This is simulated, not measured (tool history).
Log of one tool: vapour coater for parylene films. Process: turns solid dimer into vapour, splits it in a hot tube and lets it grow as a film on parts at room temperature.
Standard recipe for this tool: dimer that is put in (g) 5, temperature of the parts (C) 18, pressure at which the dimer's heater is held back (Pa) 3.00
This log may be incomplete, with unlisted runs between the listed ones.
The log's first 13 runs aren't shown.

run,hour,dimer that is put in (g),temperature of the parts (C),pressure at which the dimer's heater is held back (Pa),hours of work since the trap's valve was overhauled,hours of work since the table's thermometer was calibrated,thickness of the film (µm)
14,308.2,5,19,2.36,300,1014,1.21
15,322.5,5,19,2.36,310,1024,1.19
16,344.2,5,18,3.00,326,1040,1.16
17,359.6,5,18,3.00,337,1051,1.17
18,379.0,5,18,3.00,351,1066,1.16
19,398.3,5,18,3.00,365,1079,1.15
# hour 428.5: trap's valve overhauled
20,431.7,3,11,3.00,2,1101,1.02
21,460.2,4,18,3.00,23,1122,1.02
22,485.9,4,18,8.94,42,1140,0.78
23,503.8,5,17,3.00,55,1153,1.37
24,519.8,5,25,3.00,66,1165,0.99
25,552.8,5,19,3.00,90,1189,1.26
26,583.3,6,11,9.48,112,1211,1.51
27,607.7,5,25,6.24,130,1229,0.77
28,631.7,5,25,6.24,148,1246,0.84
29,656.9,5,25,6.24,166,1264,0.76
30,684.4,2,18,5.89,186,1284,0.44
31,697.9,4,12,9.49,196,1294,0.93
32,730.6,3,21,11.33,219,1318,0.48
33,745.4,5,21,2.42,230,1329,1.14
34,764.7,5,21,4.87,244,1343,0.92

Here are 4 independent what-if runs from the current tool condition. What would each one return?
A,788.2,6,18,3.00,261,1360,?
B,788.2,3,21,4.77,261,1360,?
C,788.2,6,21,2.33,261,1360,?
D,788.2,7,12,6.17,261,1360,?

run,thickness of the film (µm)
A,1.47
B,0.61
C,1.37
D,1.78
Had the tool no hidden state, the same runs would have come out as:
run,thickness of the film (µm)
A,1.67
B,0.69
C,1.56
D,2.03

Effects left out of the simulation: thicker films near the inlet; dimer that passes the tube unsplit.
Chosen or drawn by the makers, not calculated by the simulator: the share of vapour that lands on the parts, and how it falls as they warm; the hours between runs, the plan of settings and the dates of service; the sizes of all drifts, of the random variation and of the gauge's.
